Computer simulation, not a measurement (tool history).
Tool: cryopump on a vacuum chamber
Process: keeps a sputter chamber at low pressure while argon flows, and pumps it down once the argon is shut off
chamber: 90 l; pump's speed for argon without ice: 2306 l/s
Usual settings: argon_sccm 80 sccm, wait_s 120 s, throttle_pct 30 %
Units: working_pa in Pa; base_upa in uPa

run,hour,argon_sccm,wait_s,throttle_pct,working_pa,base_upa
1,0,80,120,30,0.2042,1.19
2,88.2,80,120,30,0.2041,1.22
3,148.4,80,84,30,0.205,1.48
4,210,80,84,30,0.2095,1.42
5,289.3,80,84,30,0.2099,1.54
6,351.8,80,120,30,0.2096,1.34
7,411.1,80,120,30,0.2124,1.44
8,459.2,80,120,30,0.2149,1.38
9,527.7,80,120,24,0.2653,1.43
10,583.7,112,120,24,0.3707,1.46
# hour 602.5: pump warmed up, emptied and cooled again
# hour 613.8: leaking fittings of the chamber tightened, without venting
11,662.9,112,120,32,0.2576,0.72
12,705.5,112,120,32,0.2605,0.74
13,790,80,157,30,0.1995,0.59
14,840.1,39,157,23,0.1263,0.63
15,925.5,87,24,21,0.309,2.79
16,963.4,80,78,31,0.196,1.04
17,1035.6,80,107,30,0.2044,0.9
18,1119.5,80,107,30,0.2047,0.91
19,1176.8,157,228,30,0.4068,0.64
20,1260.7,42,120,44,0.0765,0.85
21,1313.7,50,31,59,0.0701,2.45
22,1383.6,90,75,18,0.3806,1.25
23,1433.6,90,55,18,0.3843,1.67
24,1511,90,55,18,0.3857,1.64
25,1570.2,90,28,59,0.1332,2.86
26,1653.6,90,28,59,0.136,2.85

4 ways to go on from here, each from the tool as it stands after run 26. What would each give?
A,1721.4,41,27,59,?,?
B,1721.4,135,96,35,?,?
C,1721.4,90,28,18,?,?
D,1721.4,70,33,23,?,?

run,working_pa,base_upa
A,0.0628,2.91
B,0.3195,1.28
C,0.3924,2.92
D,0.2413,2.49
Without the tool's hidden state the same runs would have given:
run,working_pa,base_upa
A,0.0512,2.39
B,0.2816,0.75
C,0.367,2.39
D,0.2216,1.97

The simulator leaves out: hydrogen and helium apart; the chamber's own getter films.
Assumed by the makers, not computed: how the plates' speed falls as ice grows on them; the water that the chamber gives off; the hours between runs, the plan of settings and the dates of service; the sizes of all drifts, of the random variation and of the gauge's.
